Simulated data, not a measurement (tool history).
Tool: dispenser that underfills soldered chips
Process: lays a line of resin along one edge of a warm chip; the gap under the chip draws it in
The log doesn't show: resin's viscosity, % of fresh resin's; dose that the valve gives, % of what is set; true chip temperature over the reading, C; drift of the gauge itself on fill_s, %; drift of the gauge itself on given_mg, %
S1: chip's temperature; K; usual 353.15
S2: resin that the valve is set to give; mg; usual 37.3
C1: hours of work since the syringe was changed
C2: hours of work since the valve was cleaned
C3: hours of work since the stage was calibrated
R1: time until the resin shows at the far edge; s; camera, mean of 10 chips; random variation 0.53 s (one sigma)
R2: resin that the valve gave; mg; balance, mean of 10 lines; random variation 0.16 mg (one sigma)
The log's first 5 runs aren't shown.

Run 6, day 1.317: usual settings but S1 365.15 K; C1 5; C2 80; C3 204. Result: R1 36.3 s, R2 34.69 mg.
Run 7, day 1.604: usual settings but S1 365.15 K; C1 10; C2 85; C3 209. Result: R1 48.2 s, R2 34.7 mg.
At day 1.679: new syringe of resin.
Run 8, day 1.862: usual settings but S1 365.15 K; C1 3; C2 89; C3 213. Result: R1 32.5 s, R2 34.41 mg.
Run 9, day 2.058: usual settings but S1 366.15 K; C1 6; C2 92; C3 216. Result: R1 37.8 s, R2 34.59 mg.
At day 2.375: new syringe of resin.
Run 10, day 2.433: usual settings but S1 366.15 K; C1 1; C2 98; C3 222. Result: R1 26.2 s, R2 34.24 mg.
Run 11, day 2.733: usual settings but S1 366.15 K, S2 33 mg; C1 6; C2 103; C3 227. Result: R1 37.8 s, R2 30.17 mg.
Run 12, day 2.9: usual settings but S1 363.15 K, S2 33 mg; C1 9; C2 106; C3 230. Result: R1 51.2 s, R2 30.18 mg.
At day 3.058: new syringe of resin.
Run 13, day 3.196: usual settings but S2 36.3 mg; C1 2; C2 111; C3 235. Result: R1 53.9 s, R2 32.89 mg.
Run 14, day 3.521: usual settings but S2 44.5 mg; C1 8; C2 116; C3 240. Result: R1 74.9 s, R2 39.85 mg.
Run 15, day 3.683: usual settings but S1 350.15 K, S2 44.5 mg; C1 10; C2 119; C3 243. Result: R1 104.1 s, R2 40.07 mg.
At day 3.738: new syringe of resin.
Run 16, day 3.854: usual settings; C1 2; C2 121; C3 245. Result: R1 53.6 s, R2 33.86 mg.
Run 17, day 4.058: usual settings; C1 5; C2 125; C3 249. Result: R1 66.4 s, R2 33.35 mg.
At day 4.421: new syringe of resin.
Run 18, day 4.421: usual settings but S2 46.1 mg; C1 0; C2 131; C3 254. Result: R1 45.9 s, R2 41.22 mg.
Run 19, day 4.571: usual settings but S1 339.15 K, S2 36.5 mg; C1 3; C2 133; C3 257. Result: R1 115.8 s, R2 32.39 mg.
Run 20, day 4.917: usual settings but S1 350.15 K, S2 41.5 mg; C1 8; C2 139; C3 263. Result: R1 90.9 s, R2 37.01 mg.
Run 21, day 5.071: usual settings but S1 350.15 K; C1 11; C2 141; C3 265. Result: R1 107.5 s, R2 32.75 mg.
At day 5.1: new syringe of resin.
At day 5.438: dispensing valve cleaned and set on the balance.
Run 22, day 5.458: usual settings but S1 365.15 K, S2 36.5 mg; C1 5; C2 0; C3 271. Result: R1 36.4 s, R2 36.3 mg.
At day 5.825: new syringe of resin.
Run 23, day 5.825: usual settings but S1 368.15 K, S2 44.1 mg; C1 0; C2 6; C3 277. Result: R1 21.6 s, R2 43.68 mg.
Run 24, day 6.108: usual settings but S1 350.15 K; C1 5; C2 11; C3 281. Result: R1 73.8 s, R2 36.73 mg.
Run 25, day 6.4: usual settings but S1 350.15 K, S2 33.6 mg; C1 9; C2 16; C3 286. Result: R1 99.3 s, R2 32.81 mg.
At day 6.504: new syringe of resin.
Run 26, day 6.612: usual settings but S1 368.15 K, S2 38.8 mg; C1 2; C2 19; C3 289. Result: R1 25.4 s, R2 37.78 mg.
Run 27, day 6.904: usual settings but S1 347.15 K, S2 43.9 mg; C1 7; C2 24; C3 294. Result: R1 99 s, R2 43.08 mg.
Run 28, day 7.138: usual settings but S2 44 mg; C1 11; C2 28; C3 298. Result: R1 92.3 s, R2 42.66 mg.
At day 7.183: new syringe of resin.
Run 29, day 7.35: usual settings but S2 44 mg; C1 3; C2 31; C3 301. Result: R1 56.5 s, R2 42.63 mg.

Forecast run 30:
Run 30, day 7.558: usual settings but S1 348.15 K, S2 39.5 mg; C1 6; C2 35; C3 305. Result: R1 ?, R2 ?.

Run 30 gave R1 87.8 s, R2 37.96 mg.
Without the tool's hidden state the same run would have given R1 53.8 s, R2 39.25 mg.
